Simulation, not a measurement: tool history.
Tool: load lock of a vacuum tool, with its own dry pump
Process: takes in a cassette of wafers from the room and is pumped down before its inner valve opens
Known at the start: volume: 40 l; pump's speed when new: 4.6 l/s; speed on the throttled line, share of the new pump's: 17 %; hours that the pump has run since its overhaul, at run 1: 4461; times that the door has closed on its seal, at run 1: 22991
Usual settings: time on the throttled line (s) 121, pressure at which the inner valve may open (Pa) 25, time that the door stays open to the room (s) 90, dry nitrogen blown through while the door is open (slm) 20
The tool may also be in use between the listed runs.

| run | day | time on the throttled line (s) | pressure at which the inner valve may open (Pa) | time that the door stays open to the room (s) | dry nitrogen blown through while the door is open (slm) | hours that the pump has run since its overhaul | times that the door has closed on its seal | incoming humidity of the room's air, % | time from the closed door until the inner valve may open (s) | rise of the pressure with all valves shut (Pa/min) |
|---|---|---|---|---|---|---|---|---|---|---|
| 1 | 0.000 | 121 | 25 | 90 | 20 | 4461 | 22991 | 45.8 | 177.3 | 0.192 |
| 2 | 6.129 | 121 | 25 | 90 | 20 | 4608 | 23360 | 41.2 | 175.7 | 0.191 |
| 3 | 13.958 | 121 | 25 | 90 | 20 | 4796 | 23832 | 46.4 | 176.4 | 0.197 |
| 4 | 20.554 | 121 | 25 | 90 | 20 | 4954 | 24229 | 44.4 | 177.4 | 0.202 |
| 5 | 24.479 | 121 | 25 | 90 | 20 | 5048 | 24465 | 48.6 | 178.2 | 0.211 |
| 6 | 30.358 | 121 | 25 | 90 | 20 | 5189 | 24819 | 48.0 | 177.4 | 0.209 |
| 7 | 34.288 | 121 | 25 | 90 | 20 | 5284 | 25056 | 45.3 | 175.8 | 0.213 |
| 8 | 38.392 | 121 | 25 | 90 | 20 | 5382 | 25303 | 44.6 | 177.0 | 0.213 |
| 9 | 42.062 | 121 | 25 | 90 | 20 | 5470 | 25523 | 42.9 | 176.4 | 0.215 |
| 10 | 50.079 | 121 | 25 | 90 | 20 | 5663 | 26006 | 46.0 | 177.6 | 0.221 |
| 11 | 55.925 | 80 | 25 | 90 | 20 | 5803 | 26358 | 44.0 | 143.7 | 0.226 |
| 12 | 61.025 | 121 | 25 | 31 | 20 | 5925 | 26665 | 43.6 | 177.1 | 0.215 |
| 13 | 66.783 | 121 | 25 | 31 | 20 | 6063 | 27012 | 45.1 | 177.7 | 0.209 |
| 14 | 70.638 | 121 | 25 | 90 | 26 | 6156 | 27244 | 42.4 | 175.0 | 0.228 |
| 15 | 75.871 | 121 | 25 | 44 | 20 | 6282 | 27559 | 43.2 | 175.1 | 0.222 |
| 16 | 81.817 | 121 | 25 | 44 | 20 | 6424 | 27917 | 47.6 | 178.3 | 0.224 |
| 17 | 87.288 | 121 | 25 | 44 | 20 | 6555 | 28246 | 45.0 | 177.3 | 0.226 |
| 18 | 95.179 | 121 | 25 | 44 | 20 | 6745 | 28721 | 46.5 | 178.9 | 0.229 |
| 19 | 98.658 | 134 | 25 | 226 | 20 | 6828 | 28931 | 43.0 | 189.3 | 0.277 |
| 20 | 103.642 | 157 | 48 | 27 | 22 | 6948 | 29231 | 45.5 | 199.2 | 0.231 |
| 21 | 107.504 | 121 | 41 | 74 | 20 | 7041 | 29463 | 42.0 | 173.7 | 0.249 |
| 22 | 114.362 | 121 | 41 | 74 | 20 | 7205 | 29876 | 43.9 | 171.8 | 0.258 |
| 23 | 120.250 | 99 | 22 | 138 | 11 | 7347 | 30231 | 43.8 | 161.9 | 0.282 |
| 24 | 124.229 | 121 | 43 | 211 | 15 | 7442 | 30470 | 43.2 | 173.6 | 0.301 |
| 25 | 130.271 | 84 | 28 | 31 | 7 | 7587 | 30834 | 43.2 | 146.8 | 0.264 |
| 26 | 137.121 | 121 | 25 | 214 | 17 | 7751 | 31246 | 42.6 | 178.7 | 0.301 |
| 27 | 144.025 | 121 | 25 | 214 | 17 | 7917 | 31662 | 45.4 | 177.9 | 0.313 |
| 28 | 147.925 | 150 | 25 | 58 | 33 | 8011 | 31897 | 48.2 | 203.1 | 0.275 |
| 29 | 154.967 | 150 | 25 | 58 | 8 | 8180 | 32321 | 44.1 | 202.3 | 0.287 |
| 30 | 160.646 | 150 | 25 | 58 | 8 | 8316 | 32662 | 42.7 | 200.8 | 0.295 |
| 31 | 166.821 | 91 | 25 | 40 | 20 | 8464 | 33034 | 45.7 | 152.3 | 0.288 |
| 32 | 171.683 | 198 | 25 | 90 | 20 | 8581 | 33327 | 42.3 | 241.8 | 0.301 |
| 33 | 176.917 | 71 | 33 | 170 | 10 | 8707 | 33642 | 46.0 | 136.6 | 0.339 |
| 34 | 181.300 | 71 | 33 | 170 | 10 | 8812 | 33906 | 42.0 | 135.5 | 0.341 |
| 35 | 188.000 | 71 | 33 | 170 | 10 | 8973 | 34309 | 44.6 | 135.6 | 0.346 |
| 36 | 191.692 | 71 | 33 | 170 | 10 | 9061 | 34531 | 44.7 | 135.3 | 0.348 |

4 ways to go on from here, each from the tool as it stands after run 36. What would each give?
| A | 199.412 | 71 | 49 | 170 | 10 | 9247 | 34996 | 46.3 | ? | ? |
| B | 199.412 | 117 | 33 | 170 | 10 | 9247 | 34996 | 48.1 | ? | ? |
| C | 199.412 | 71 | 33 | 87 | 6 | 9247 | 34996 | 49.0 | ? | ? |
| D | 199.412 | 121 | 22 | 90 | 20 | 9247 | 34996 | 40.3 | ? | ? |

| run | time from the closed door until the inner valve may open (s) | rise of the pressure with all valves shut (Pa/min) |
|---|---|---|
| A | 132.1 | 0.353 |
| B | 172.7 | 0.355 |
| C | 136.4 | 0.342 |
| D | 179.4 | 0.322 |
Without the tool's hidden state the same runs would have given:
| run | time from the closed door until the inner valve may open (s) | rise of the pressure with all valves shut (Pa/min) |
|---|---|---|
| A | 124.9 | 0.076 |
| B | 166.0 | 0.076 |
| C | 128.5 | 0.062 |
| D | 172.4 | 0.043 |

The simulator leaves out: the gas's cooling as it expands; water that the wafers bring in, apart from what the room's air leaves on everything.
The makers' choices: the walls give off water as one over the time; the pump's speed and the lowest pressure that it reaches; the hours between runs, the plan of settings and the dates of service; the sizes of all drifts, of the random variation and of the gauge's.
